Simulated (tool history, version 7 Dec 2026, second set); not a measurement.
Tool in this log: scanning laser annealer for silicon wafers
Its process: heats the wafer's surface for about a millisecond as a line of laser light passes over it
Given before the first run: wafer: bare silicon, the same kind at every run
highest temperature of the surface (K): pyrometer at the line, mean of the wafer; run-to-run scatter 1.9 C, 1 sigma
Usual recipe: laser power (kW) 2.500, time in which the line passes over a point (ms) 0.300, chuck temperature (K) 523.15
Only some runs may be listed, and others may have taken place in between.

run    day  laser power (kW)  time in which the line passes over a point (ms)  chuck temperature (K)  highest temperature of the surface (K)
  1  0.000             2.500                                            0.300                 523.15                                 1345.15
  2  0.467             2.500                                            0.300                 523.15                                 1346.15
  3  0.854             2.500                                            0.262                 523.15                                 1288.15
  4  1.258             2.500                                            0.262                 523.15                                 1288.15
  5  1.738             2.500                                            0.262                 523.15                                 1290.15
  6  2.162             2.500                                            0.300                 554.15                                 1369.15
  7  2.612             2.528                                            0.300                 523.15                                 1353.15
  8  3.129             2.500                                            0.300                 523.15                                 1338.15
  9  3.425             2.500                                            0.300                 523.15                                 1337.15
 10  3.696             2.500                                            0.300                 523.15                                 1336.15
 11  3.983             2.252                                            0.268                 534.15                                 1211.15
 12  4.338             2.445                                            0.262                 504.15                                 1243.15
 13  4.708             2.645                                            0.224                 486.15                                 1238.15
 14  5.050             2.645                                            0.224                 486.15                                 1239.15
 15  5.450             2.658                                            0.284                 536.15                                 1387.15
 16  5.904             2.141                                            0.353                 527.15                                 1255.15
 17  6.129             2.586                                            0.291                 523.15                                 1352.15

Forecast each of these 5 alternatives for the next run:
  A  6.454             2.312                                            0.291                 495.15                                       ?
  B  6.454             2.720                                            0.302                 503.15                                       ?
  C  6.454             2.500                                            0.275                 523.15                                       ?
  D  6.454             2.617                                            0.300                 523.15                                       ?
  E  6.454             2.586                                            0.335                 523.15                                       ?

run  highest temperature of the surface (K)
  A                                 1219.15
  B                                 1403.15
  C                                 1296.15
  D                                 1378.15
  E                                 1414.15
Stripped of hidden state, with their random variation kept, the same runs would have yielded:
run  highest temperature of the surface (K)
  A                                 1252.15
  B                                 1444.15
  C                                 1331.15
  D                                 1416.15
  E                                 1454.15
